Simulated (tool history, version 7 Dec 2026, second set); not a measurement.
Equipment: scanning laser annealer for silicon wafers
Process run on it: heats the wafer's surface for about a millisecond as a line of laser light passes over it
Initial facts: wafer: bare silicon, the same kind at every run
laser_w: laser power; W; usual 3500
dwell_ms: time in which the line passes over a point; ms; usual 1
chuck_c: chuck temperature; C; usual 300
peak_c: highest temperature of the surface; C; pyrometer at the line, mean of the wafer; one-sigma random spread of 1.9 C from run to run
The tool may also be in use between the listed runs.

run 1 day=0 | laser_w=3500 dwell_ms=1 chuck_c=300 | peak_c=1112
run 2 day=2.954 | laser_w=3500 dwell_ms=1 chuck_c=300 | peak_c=1109
run 3 day=5.288 | laser_w=3500 dwell_ms=1 chuck_c=319 | peak_c=1125
run 4 day=6.6 | laser_w=3500 dwell_ms=1 chuck_c=300 | peak_c=1105
run 5 day=9.254 | laser_w=3500 dwell_ms=1 chuck_c=300 | peak_c=1101
run 6 day=11.079 | laser_w=3500 dwell_ms=0.89 chuck_c=300 | peak_c=1058
run 7 day=12.871 | laser_w=3500 dwell_ms=1 chuck_c=300 | peak_c=1095
run 8 day=15.762 | laser_w=3653 dwell_ms=1 chuck_c=300 | peak_c=1129
run 9 day=18.862 | laser_w=3653 dwell_ms=1 chuck_c=300 | peak_c=1128
run 10 day=21.746 | laser_w=3653 dwell_ms=1 chuck_c=300 | peak_c=1125
run 11 day=23.088 | laser_w=3653 dwell_ms=1 chuck_c=300 | peak_c=1123
run 12 day=24.5 | laser_w=3500 dwell_ms=1 chuck_c=300 | peak_c=1085
run 13 day=27.225 | laser_w=3500 dwell_ms=1 chuck_c=284 | peak_c=1063
run 14 day=28.604 | laser_w=3500 dwell_ms=1 chuck_c=284 | peak_c=1060
run 15 day=30.208 | laser_w=3500 dwell_ms=1 chuck_c=300 | peak_c=1078
-- day=30.538 window over the wafer cleaned
run 16 day=32.854 | laser_w=3104 dwell_ms=1 chuck_c=300 | peak_c=972
run 17 day=35.625 | laser_w=3104 dwell_ms=1 chuck_c=300 | peak_c=965
run 18 day=37.912 | laser_w=3500 dwell_ms=0.74 chuck_c=295 | peak_c=961
run 19 day=40.192 | laser_w=3500 dwell_ms=0.74 chuck_c=295 | peak_c=953
-- day=41.196 window over the wafer cleaned, once more
run 20 day=41.925 | laser_w=3552 dwell_ms=0.75 chuck_c=272 | peak_c=992
run 21 day=43.312 | laser_w=3333 dwell_ms=0.93 chuck_c=271 | peak_c=1008
run 22 day=44.883 | laser_w=3535 dwell_ms=1.16 chuck_c=295 | peak_c=1163
run 23 day=48 | laser_w=3535 dwell_ms=1.16 chuck_c=287 | peak_c=1157
run 24 day=50.775 | laser_w=3500 dwell_ms=0.84 chuck_c=305 | peak_c=1041
run 25 day=52.788 | laser_w=3500 dwell_ms=0.84 chuck_c=305 | peak_c=1036
run 26 day=55.054 | laser_w=3500 dwell_ms=0.84 chuck_c=305 | peak_c=1037
run 27 day=58.096 | laser_w=3500 dwell_ms=1.11 chuck_c=326 | peak_c=1155
-- day=58.988 optics aligned, line set to its width
run 28 day=59.646 | laser_w=3500 dwell_ms=1.17 chuck_c=276 | peak_c=1136
run 29 day=61.475 | laser_w=3500 dwell_ms=1.17 chuck_c=276 | peak_c=1131
run 30 day=64.021 | laser_w=3129 dwell_ms=0.72 chuck_c=331 | peak_c=932
run 31 day=65.308 | laser_w=3016 dwell_ms=1 chuck_c=263 | peak_c=932
run 32 day=66.804 | laser_w=3500 dwell_ms=0.91 chuck_c=309 | peak_c=1066
run 33 day=68.354 | laser_w=3357 dwell_ms=0.89 chuck_c=327 | peak_c=1039
run 34 day=69.746 | laser_w=3033 dwell_ms=0.93 chuck_c=300 | peak_c=947

How would selected steps in peak_c from run to run divide? Give the signed amount a tool lacking its hidden state would still show from settings, what came in and random variation, and the signed amount left for the hidden state, including any gauge scatter that is not in both of the compared results.
Hidden state at play: light that passes the window, % of a clean one's; laser's true power over the reading, %; width of the line over the set one, %; drift of the gauge itself on peak_c, C.
Run 19 -> 20: laser_w 3500 -> 3552, dwell_ms 0.74 -> 0.75, chuck_c 295 -> 272, window over the wafer cleaned, once more. peak_c +39 C: hidden state +42, all else -3.
Run 21 -> 22: laser_w 3333 -> 3535, dwell_ms 0.93 -> 1.16, chuck_c 271 -> 295. peak_c +155 C: hidden state -6, all else +161.
Run 26 -> 27: dwell_ms 0.84 -> 1.11, chuck_c 305 -> 326. peak_c +118 C: hidden state -8, all else +126.
Run 27 -> 28: dwell_ms 1.11 -> 1.17, chuck_c 326 -> 276, optics aligned, line set to its width. peak_c -19 C: hidden state +10, all else -29.
Run 29 -> 30: laser_w 3500 -> 3129, dwell_ms 1.17 -> 0.72, chuck_c 276 -> 331. peak_c -199 C: hidden state +7, all else -206.
Run 31 -> 32: laser_w 3016 -> 3500, dwell_ms 1 -> 0.91, chuck_c 263 -> 309. peak_c +134 C: hidden state -5, all else +139.
